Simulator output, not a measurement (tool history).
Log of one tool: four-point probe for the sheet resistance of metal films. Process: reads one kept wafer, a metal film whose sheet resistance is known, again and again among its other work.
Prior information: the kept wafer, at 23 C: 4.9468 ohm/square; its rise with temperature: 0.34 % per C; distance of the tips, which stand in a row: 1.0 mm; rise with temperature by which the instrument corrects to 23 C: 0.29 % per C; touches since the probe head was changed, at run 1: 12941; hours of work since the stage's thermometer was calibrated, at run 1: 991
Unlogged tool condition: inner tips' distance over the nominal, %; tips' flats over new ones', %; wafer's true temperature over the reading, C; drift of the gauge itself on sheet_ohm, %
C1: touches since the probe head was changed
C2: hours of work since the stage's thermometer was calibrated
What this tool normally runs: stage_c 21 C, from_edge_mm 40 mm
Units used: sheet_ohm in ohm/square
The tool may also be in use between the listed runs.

Run 1, hour 0.0: usual settings; C1 12941; C2 991. Result: sheet_ohm 4.949252 ohm/square.
Run 2, hour 10.3: usual settings; C1 13266; C2 997. Result: sheet_ohm 4.949283 ohm/square.
Run 3, hour 26.7: usual settings; C1 13779; C2 1008. Result: sheet_ohm 4.947842 ohm/square.
Run 4, hour 39.4: usual settings; C1 14180; C2 1017. Result: sheet_ohm 4.947802 ohm/square.
Run 5, hour 51.0: usual settings but from_edge_mm 65 mm; C1 14544; C2 1024. Result: sheet_ohm 4.948156 ohm/square.
Run 6, hour 59.3: usual settings but stage_c 32 C; C1 14804; C2 1030. Result: sheet_ohm 4.979093 ohm/square.
Run 7, hour 67.3: usual settings but stage_c 32 C; C1 15056; C2 1035. Result: sheet_ohm 4.979396 ohm/square.
Run 8, hour 82.3: usual settings but stage_c 32 C; C1 15527; C2 1045. Result: sheet_ohm 4.979918 ohm/square.
Run 9, hour 90.7: usual settings but stage_c 32 C; C1 15793; C2 1051. Result: sheet_ohm 4.979717 ohm/square.
Run 10, hour 105.3: usual settings but stage_c 32 C, from_edge_mm 3 mm; C1 16251; C2 1060. Result: sheet_ohm 5.257942 ohm/square.
Run 11, hour 120.9: usual settings but stage_c 32 C, from_edge_mm 3 mm; C1 16743; C2 1070. Result: sheet_ohm 5.258088 ohm/square.
Run 12, hour 133.0: usual settings; C1 17122; C2 1078. Result: sheet_ohm 4.949623 ohm/square.
Run 13, hour 144.3: usual settings; C1 17479; C2 1086. Result: sheet_ohm 4.949528 ohm/square.
Run 14, hour 159.0: usual settings; C1 17939; C2 1096. Result: sheet_ohm 4.950007 ohm/square.
Run 15, hour 173.0: usual settings; C1 18381; C2 1105. Result: sheet_ohm 4.949152 ohm/square.
Run 16, hour 187.7: usual settings; C1 18843; C2 1115. Result: sheet_ohm 4.950951 ohm/square.
Run 17, hour 200.5: usual settings but from_edge_mm 17 mm; C1 19246; C2 1123. Result: sheet_ohm 4.958994 ohm/square.
Run 18, hour 217.7: usual settings; C1 19784; C2 1134. Result: sheet_ohm 4.950741 ohm/square.
Run 19, hour 230.7: usual settings but stage_c 19 C, from_edge_mm 23 mm; C1 20196; C2 1143. Result: sheet_ohm 4.947370 ohm/square.
Run 20, hour 245.5: usual settings but stage_c 26 C, from_edge_mm 10 mm; C1 20658; C2 1153. Result: sheet_ohm 4.987669 ohm/square.
Run 21, hour 253.0: usual settings but stage_c 33 C, from_edge_mm 5 mm; C1 20897; C2 1158. Result: sheet_ohm 5.087623 ohm/square.
Run 22, hour 261.1: usual settings but stage_c 34 C, from_edge_mm 5 mm; C1 21151; C2 1163. Result: sheet_ohm 5.090320 ohm/square.
Run 23, hour 275.3: usual settings but stage_c 27 C; C1 21598; C2 1172. Result: sheet_ohm 4.966742 ohm/square.
Run 24, hour 292.6: usual settings but stage_c 25 C, from_edge_mm 72 mm; C1 22141; C2 1184. Result: sheet_ohm 4.960452 ohm/square.
Run 25, hour 300.2: usual settings but stage_c 25 C, from_edge_mm 72 mm; C1 22379; C2 1189. Result: sheet_ohm 4.962668 ohm/square.
Run 26, hour 314.8: usual settings but stage_c 28 C, from_edge_mm 7 mm; C1 22840; C2 1198. Result: sheet_ohm 5.023563 ohm/square.
Run 27, hour 329.3: usual settings but stage_c 18 C, from_edge_mm 5 mm; C1 23294; C2 1208. Result: sheet_ohm 5.044238 ohm/square.
Run 28, hour 346.0: usual settings but stage_c 28 C, from_edge_mm 22 mm; C1 23820; C2 1219. Result: sheet_ohm 4.974496 ohm/square.
Run 29, hour 356.4: usual settings but stage_c 28 C, from_edge_mm 30 mm; C1 24148; C2 1226. Result: sheet_ohm 4.971862 ohm/square.
Run 30, hour 368.2: usual settings but stage_c 28 C, from_edge_mm 30 mm; C1 24517; C2 1234. Result: sheet_ohm 4.973651 ohm/square.
Run 31, hour 385.7: usual settings but stage_c 28 C, from_edge_mm 23 mm; C1 25069; C2 1245. Result: sheet_ohm 4.974512 ohm/square.
Run 32, hour 397.9: usual settings but stage_c 19 C, from_edge_mm 3 mm; C1 25452; C2 1253. Result: sheet_ohm 5.221831 ohm/square.
Run 33, hour 410.8: usual settings but stage_c 19 C, from_edge_mm 3 mm; C1 25859; C2 1262. Result: sheet_ohm 5.223429 ohm/square.
Run 34, hour 422.3: usual settings but from_edge_mm 19 mm; C1 26217; C2 1269. Result: sheet_ohm 4.957015 ohm/square.
Run 35, hour 430.7: usual settings but from_edge_mm 19 mm; C1 26483; C2 1275. Result: sheet_ohm 4.957177 ohm/square.
Run 36, hour 447.8: usual settings but stage_c 19 C, from_edge_mm 5 mm; C1 27019; C2 1286. Result: sheet_ohm 5.049019 ohm/square.

Alternative continuations, all from the tool just after run 36; predict every row:
Run A, hour 455.0: usual settings but stage_c 19 C, from_edge_mm 3 mm; C1 27246; C2 1291. Result: sheet_ohm ?.
Run B, hour 455.0: usual settings but from_edge_mm 34 mm; C1 27246; C2 1291. Result: sheet_ohm ?.
Run C, hour 455.0: usual settings but stage_c 30 C, from_edge_mm 6 mm; C1 27246; C2 1291. Result: sheet_ohm ?.
Run D, hour 455.0: usual settings but stage_c 28 C, from_edge_mm 28 mm; C1 27246; C2 1291. Result: sheet_ohm ?.
Run E, hour 455.0: usual settings but stage_c 32 C, from_edge_mm 5 mm; C1 27246; C2 1291. Result: sheet_ohm ?.

run  sheet_ohm
  A   5.222130
  B   4.952986
  C   5.049663
  D   4.973364
  E   5.088193
Had the tool no hidden state, the same runs would have come out as:
run  sheet_ohm
  A   5.211712
  B   4.943128
  C   5.039798
  D   4.963605
  E   5.078294
